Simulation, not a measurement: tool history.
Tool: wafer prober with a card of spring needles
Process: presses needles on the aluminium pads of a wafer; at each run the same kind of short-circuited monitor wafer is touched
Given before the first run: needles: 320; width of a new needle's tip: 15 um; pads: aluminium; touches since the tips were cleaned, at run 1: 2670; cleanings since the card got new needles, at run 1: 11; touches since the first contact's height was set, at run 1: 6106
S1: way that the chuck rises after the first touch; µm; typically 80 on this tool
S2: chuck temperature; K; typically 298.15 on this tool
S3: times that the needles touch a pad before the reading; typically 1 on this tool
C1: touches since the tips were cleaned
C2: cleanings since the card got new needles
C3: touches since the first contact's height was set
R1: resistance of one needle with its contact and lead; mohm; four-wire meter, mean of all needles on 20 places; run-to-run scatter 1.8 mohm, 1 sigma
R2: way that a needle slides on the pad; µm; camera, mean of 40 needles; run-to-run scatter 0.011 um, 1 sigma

run   hour  S1      S2  S3    C1  C2     C3   R1     R2
  1    0.0  80  298.15   1  2670  11   6106  186  17.34
  2    6.9  80  298.15   3  4176  11   7612  185  17.34
      20.1  -- tips cleaned on abrasive film
  3   20.3  80  298.15   3    43  12  10475  186  17.33
  4   28.2  80  298.15   3  1760  12  12192  187  17.37
  5   36.3  80  298.15   3  3521  12  13953  184  17.38
  6   48.5  80  298.15   2  6167  12  16599  183  17.41
      52.1  -- tips cleaned on abrasive film
  7   56.0  80  298.15   2   843  13  18197  184  17.39
  8   62.5  80  298.15   2  2262  13  19616  186  17.42
  9   75.5  65  298.15   1  5083  13  22437  188  14.18
      84.5  -- tips cleaned on abrasive film
 10   86.2  65  298.15   1   383  14  24737  189  14.19
 11   96.3  80  298.15   1  2562  14  26916  186  17.46
 12  103.3  80  298.15   1  4088  14  28442  185  17.48
 13  114.2  62  298.15   1  6439  14  30793  187  13.58
     116.7  -- tips cleaned on abrasive film
 14  127.0  66  324.15   1  2230  15  33549  190  14.47
 15  133.1  99  348.15   2  3553  15  34872  192  21.70
 16  141.0  86  298.15   1  5257  15  36576  183  18.86
     148.6  -- tips cleaned on abrasive film
 17  148.6  80  298.15   1     0  16  38218  186  17.58
 18  160.8  80  298.15   1  2637  16  40855  186  17.58
 19  169.4  80  298.15   1  4510  16  42728  188  17.61
 20  176.1  80  304.15   2  5954  16  44172  189  17.63
     180.9  -- tips cleaned on abrasive film
 21  185.5  80  304.15   2   985  17  46178  188  17.60
 22  197.4  80  304.15   2  3582  17  48775  191  17.65

Run 23, settings as shown, results not yet in. Your forecast:
 23  206.3  80  304.15   2  5496  17  50689   ?   ?

Run 23 gave R1 184 mohm, R2 17.67 µm.
On a tool with no hidden condition, and with the same random variation, this run would have come out at R1 184 mohm, R2 17.33 µm.
